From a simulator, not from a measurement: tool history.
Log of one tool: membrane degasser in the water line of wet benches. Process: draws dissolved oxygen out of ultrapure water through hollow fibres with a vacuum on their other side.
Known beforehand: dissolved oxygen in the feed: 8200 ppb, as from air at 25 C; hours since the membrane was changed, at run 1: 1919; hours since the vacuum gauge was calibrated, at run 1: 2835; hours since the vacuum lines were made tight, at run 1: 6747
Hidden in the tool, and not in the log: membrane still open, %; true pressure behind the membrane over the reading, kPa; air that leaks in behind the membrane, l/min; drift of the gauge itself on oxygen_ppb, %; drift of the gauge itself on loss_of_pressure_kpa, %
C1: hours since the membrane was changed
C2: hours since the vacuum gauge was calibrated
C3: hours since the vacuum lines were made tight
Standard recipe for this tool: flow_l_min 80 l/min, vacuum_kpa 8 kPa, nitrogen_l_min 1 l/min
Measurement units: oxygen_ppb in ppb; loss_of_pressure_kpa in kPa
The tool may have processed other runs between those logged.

run 1 hour=0 | flow_l_min=80 vacuum_kpa=8 nitrogen_l_min=1 | C1=1919 C2=2835 C3=6747 | oxygen_ppb=685.4 loss_of_pressure_kpa=58.92
run 2 hour=38.1 | flow_l_min=96 vacuum_kpa=8 nitrogen_l_min=1 | C1=1957 C2=2874 C3=6785 | oxygen_ppb=781.5 loss_of_pressure_kpa=70.66
run 3 hour=81.8 | flow_l_min=96 vacuum_kpa=8 nitrogen_l_min=1 | C1=2001 C2=2917 C3=6828 | oxygen_ppb=782.9 loss_of_pressure_kpa=70.41
run 4 hour=136 | flow_l_min=96 vacuum_kpa=8 nitrogen_l_min=1 | C1=2055 C2=2971 C3=6883 | oxygen_ppb=771.7 loss_of_pressure_kpa=70.53
run 5 hour=184.7 | flow_l_min=80 vacuum_kpa=8 nitrogen_l_min=0.84 | C1=2104 C2=3020 C3=6931 | oxygen_ppb=754.7 loss_of_pressure_kpa=58.47
run 6 hour=230.8 | flow_l_min=80 vacuum_kpa=8 nitrogen_l_min=1 | C1=2150 C2=3066 C3=6977 | oxygen_ppb=675.3 loss_of_pressure_kpa=58.37
run 7 hour=278.5 | flow_l_min=80 vacuum_kpa=8 nitrogen_l_min=1 | C1=2197 C2=3114 C3=7025 | oxygen_ppb=685.4 loss_of_pressure_kpa=58.78
run 8 hour=338.1 | flow_l_min=80 vacuum_kpa=8 nitrogen_l_min=1 | C1=2257 C2=3174 C3=7085 | oxygen_ppb=672.8 loss_of_pressure_kpa=58.82
run 9 hour=390.9 | flow_l_min=80 vacuum_kpa=8 nitrogen_l_min=1 | C1=2310 C2=3226 C3=7137 | oxygen_ppb=690.1 loss_of_pressure_kpa=58.69
run 10 hour=431.9 | flow_l_min=80 vacuum_kpa=8 nitrogen_l_min=1 | C1=2351 C2=3267 C3=7178 | oxygen_ppb=688.9 loss_of_pressure_kpa=58.48
run 11 hour=484 | flow_l_min=80 vacuum_kpa=8 nitrogen_l_min=1 | C1=2403 C2=3319 C3=7230 | oxygen_ppb=685.7 loss_of_pressure_kpa=58.66
run 12 hour=520.3 | flow_l_min=80 vacuum_kpa=8 nitrogen_l_min=1 | C1=2439 C2=3356 C3=7267 | oxygen_ppb=685.6 loss_of_pressure_kpa=58.48
run 13 hour=567.4 | flow_l_min=80 vacuum_kpa=8 nitrogen_l_min=1 | C1=2486 C2=3403 C3=7314 | oxygen_ppb=689 loss_of_pressure_kpa=58.7
run 14 hour=624.8 | flow_l_min=80 vacuum_kpa=8 nitrogen_l_min=1 | C1=2544 C2=3460 C3=7371 | oxygen_ppb=680.6 loss_of_pressure_kpa=58.38
run 15 hour=658.8 | flow_l_min=80 vacuum_kpa=8 nitrogen_l_min=1.05 | C1=2578 C2=3494 C3=7405 | oxygen_ppb=675.1 loss_of_pressure_kpa=58.33
run 16 hour=701 | flow_l_min=80 vacuum_kpa=8 nitrogen_l_min=1.05 | C1=2620 C2=3536 C3=7447 | oxygen_ppb=667.9 loss_of_pressure_kpa=58.64
run 17 hour=758.2 | flow_l_min=61 vacuum_kpa=8 nitrogen_l_min=1 | C1=2677 C2=3594 C3=7505 | oxygen_ppb=554 loss_of_pressure_kpa=44.5
run 18 hour=802.4 | flow_l_min=80 vacuum_kpa=15.03 nitrogen_l_min=1 | C1=2721 C2=3638 C3=7549 | oxygen_ppb=1452.2 loss_of_pressure_kpa=58.32
run 19 hour=864.5 | flow_l_min=126 vacuum_kpa=9.33 nitrogen_l_min=1 | C1=2783 C2=3700 C3=7611 | oxygen_ppb=1144 loss_of_pressure_kpa=91.62
run 20 hour=893.9 | flow_l_min=54 vacuum_kpa=8 nitrogen_l_min=1 | C1=2813 C2=3729 C3=7640 | oxygen_ppb=503.8 loss_of_pressure_kpa=39.18
run 21 hour=956.3 | flow_l_min=125 vacuum_kpa=4.9 nitrogen_l_min=1.03 | C1=2875 C2=3792 C3=7703 | oxygen_ppb=436.1 loss_of_pressure_kpa=90.56
run 22 hour=988.2 | flow_l_min=125 vacuum_kpa=4.9 nitrogen_l_min=1.03 | C1=2907 C2=3824 C3=7735 | oxygen_ppb=445.4 loss_of_pressure_kpa=90.76
run 23 hour=1032.6 | flow_l_min=95 vacuum_kpa=19.66 nitrogen_l_min=2.65 | C1=2951 C2=3868 C3=7779 | oxygen_ppb=1174.7 loss_of_pressure_kpa=69.24
run 24 hour=1090.7 | flow_l_min=77 vacuum_kpa=6.54 nitrogen_l_min=2.65 | C1=3010 C2=3926 C3=7837 | oxygen_ppb=276.3 loss_of_pressure_kpa=55.68
run 25 hour=1120.7 | flow_l_min=57 vacuum_kpa=14.83 nitrogen_l_min=0.48 | C1=3040 C2=3956 C3=7867 | oxygen_ppb=1740.2 loss_of_pressure_kpa=41.38
run 26 hour=1168.8 | flow_l_min=53 vacuum_kpa=14.83 nitrogen_l_min=0.48 | C1=3088 C2=4004 C3=7915 | oxygen_ppb=1677.4 loss_of_pressure_kpa=38.39
run 27 hour=1208.3 | flow_l_min=80 vacuum_kpa=7.58 nitrogen_l_min=0.63 | C1=3127 C2=4044 C3=7955 | oxygen_ppb=821.9 loss_of_pressure_kpa=57.82
run 28 hour=1264.1 | flow_l_min=101 vacuum_kpa=7.58 nitrogen_l_min=0.63 | C1=3183 C2=4100 C3=8011 | oxygen_ppb=939.8 loss_of_pressure_kpa=72.87
run 29 hour=1290.8 | flow_l_min=76 vacuum_kpa=8 nitrogen_l_min=1 | C1=3210 C2=4126 C3=8037 | oxygen_ppb=661.2 loss_of_pressure_kpa=55.17
run 30 hour=1325.1 | flow_l_min=76 vacuum_kpa=8 nitrogen_l_min=1.75 | C1=3244 C2=4161 C3=8072 | oxygen_ppb=469.5 loss_of_pressure_kpa=55.22
run 31 hour=1352.2 | flow_l_min=124 vacuum_kpa=4.85 nitrogen_l_min=1.36 | C1=3271 C2=4188 C3=8099 | oxygen_ppb=387.1 loss_of_pressure_kpa=89.57
run 32 hour=1404.3 | flow_l_min=80 vacuum_kpa=5.56 nitrogen_l_min=1 | C1=3323 C2=4240 C3=8151 | oxygen_ppb=394.6 loss_of_pressure_kpa=58.06

Consider 3 possible next runs. They are alternatives, not a sequence: every one starts from the tool as it was left by run 32. What does each give?
run A hour=1448.4 | flow_l_min=72 vacuum_kpa=5.28 nitrogen_l_min=0.62 | C1=3367 C2=4284 C3=8195 | oxygen_ppb=? loss_of_pressure_kpa=?
run B hour=1448.4 | flow_l_min=61 vacuum_kpa=10.04 nitrogen_l_min=1 | C1=3367 C2=4284 C3=8195 | oxygen_ppb=? loss_of_pressure_kpa=?
run C hour=1448.4 | flow_l_min=122 vacuum_kpa=6.9 nitrogen_l_min=0.85 | C1=3367 C2=4284 C3=8195 | oxygen_ppb=? loss_of_pressure_kpa=?

run=A oxygen_ppb=409.2 loss_of_pressure_kpa=52.02
run=B oxygen_ppb=750.8 loss_of_pressure_kpa=44.03
run=C oxygen_ppb=792.7 loss_of_pressure_kpa=87.65
The same runs, with their run-to-run variation unchanged, on a tool lacking any hidden condition would have given:
run=A oxygen_ppb=408.3 loss_of_pressure_kpa=53.06
run=B oxygen_ppb=750.2 loss_of_pressure_kpa=44.91
run=C oxygen_ppb=791.7 loss_of_pressure_kpa=89.4
